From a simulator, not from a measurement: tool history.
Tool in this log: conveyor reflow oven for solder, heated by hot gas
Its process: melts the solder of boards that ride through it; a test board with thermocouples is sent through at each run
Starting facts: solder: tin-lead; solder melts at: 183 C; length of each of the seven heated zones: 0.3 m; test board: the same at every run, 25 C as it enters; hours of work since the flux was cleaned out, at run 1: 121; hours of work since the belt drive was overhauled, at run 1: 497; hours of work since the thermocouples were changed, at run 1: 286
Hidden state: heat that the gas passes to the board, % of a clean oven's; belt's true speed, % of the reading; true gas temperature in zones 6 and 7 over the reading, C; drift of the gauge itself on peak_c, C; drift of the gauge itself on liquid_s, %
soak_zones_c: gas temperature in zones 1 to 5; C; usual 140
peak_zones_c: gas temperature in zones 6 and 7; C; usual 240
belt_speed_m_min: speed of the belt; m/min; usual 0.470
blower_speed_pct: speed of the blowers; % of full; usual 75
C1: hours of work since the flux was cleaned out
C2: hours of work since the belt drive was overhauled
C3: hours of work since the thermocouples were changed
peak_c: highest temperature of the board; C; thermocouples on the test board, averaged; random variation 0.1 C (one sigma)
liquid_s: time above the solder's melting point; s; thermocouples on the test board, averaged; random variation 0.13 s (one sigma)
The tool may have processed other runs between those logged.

run 1 day=0.000 | soak_zones_c=140 peak_zones_c=240 belt_speed_m_min=0.470 blower_speed_pct=75 | C1=121 C2=497 C3=286 | peak_c=226.0 liquid_s=64.8
run 2 day=0.667 | soak_zones_c=140 peak_zones_c=240 belt_speed_m_min=0.470 blower_speed_pct=75 | C1=129 C2=506 C3=294 | peak_c=225.6 liquid_s=64.8
run 3 day=1.646 | soak_zones_c=140 peak_zones_c=240 belt_speed_m_min=0.470 blower_speed_pct=75 | C1=141 C2=518 C3=307 | peak_c=225.8 liquid_s=64.7
run 4 day=2.358 | soak_zones_c=140 peak_zones_c=240 belt_speed_m_min=0.470 blower_speed_pct=75 | C1=150 C2=527 C3=315 | peak_c=225.8 liquid_s=64.6
-- day=2.762 flux residue cleaned out of gas plates and filters
run 5 day=3.708 | soak_zones_c=140 peak_zones_c=247 belt_speed_m_min=0.470 blower_speed_pct=75 | C1=12 C2=541 C3=329 | peak_c=230.9 liquid_s=67.5
run 6 day=4.721 | soak_zones_c=140 peak_zones_c=247 belt_speed_m_min=0.470 blower_speed_pct=75 | C1=24 C2=553 C3=342 | peak_c=231.0 liquid_s=67.5
run 7 day=5.542 | soak_zones_c=140 peak_zones_c=247 belt_speed_m_min=0.470 blower_speed_pct=75 | C1=34 C2=564 C3=352 | peak_c=230.9 liquid_s=67.8
run 8 day=6.179 | soak_zones_c=140 peak_zones_c=241 belt_speed_m_min=0.386 blower_speed_pct=70 | C1=42 C2=571 C3=360 | peak_c=230.4 liquid_s=82.8
run 9 day=7.033 | soak_zones_c=127 peak_zones_c=236 belt_speed_m_min=0.511 blower_speed_pct=52 | C1=53 C2=582 C3=371 | peak_c=208.9 liquid_s=41.5
run 10 day=8.000 | soak_zones_c=140 peak_zones_c=228 belt_speed_m_min=0.470 blower_speed_pct=87 | C1=65 C2=594 C3=383 | peak_c=216.2 liquid_s=58.7
-- day=9.167 flux residue cleaned out of gas plates and filters, once more
run 11 day=9.167 | soak_zones_c=132 peak_zones_c=242 belt_speed_m_min=0.470 blower_speed_pct=87 | C1=0 C2=606 C3=395 | peak_c=229.9 liquid_s=65.0
run 12 day=10.283 | soak_zones_c=132 peak_zones_c=242 belt_speed_m_min=0.470 blower_speed_pct=87 | C1=14 C2=620 C3=408 | peak_c=229.8 liquid_s=64.9
run 13 day=11.212 | soak_zones_c=149 peak_zones_c=240 belt_speed_m_min=0.470 blower_speed_pct=75 | C1=25 C2=631 C3=420 | peak_c=228.4 liquid_s=69.5

Branching from run 13: 4 alternative next runs. What would each branch give?
run A day=12.033 | soak_zones_c=153 peak_zones_c=240 belt_speed_m_min=0.500 blower_speed_pct=55 | C1=36 C2=641 C3=430 | peak_c=? liquid_s=?
run B day=12.033 | soak_zones_c=152 peak_zones_c=231 belt_speed_m_min=0.470 blower_speed_pct=51 | C1=36 C2=641 C3=430 | peak_c=? liquid_s=?
run C day=12.033 | soak_zones_c=149 peak_zones_c=236 belt_speed_m_min=0.441 blower_speed_pct=81 | C1=36 C2=641 C3=430 | peak_c=? liquid_s=?
run D day=12.033 | soak_zones_c=140 peak_zones_c=252 belt_speed_m_min=0.506 blower_speed_pct=54 | C1=36 C2=641 C3=430 | peak_c=? liquid_s=?

run=A peak_c=222.2 liquid_s=63.1
run=B peak_c=215.2 liquid_s=61.5
run=C peak_c=227.2 liquid_s=74.0
run=D peak_c=228.6 liquid_s=61.4
With no hidden state in the tool, these same runs would have given:
run=A peak_c=221.2 liquid_s=61.5
run=B peak_c=214.2 liquid_s=59.8
run=C peak_c=226.2 liquid_s=72.4
run=D peak_c=227.5 liquid_s=59.8
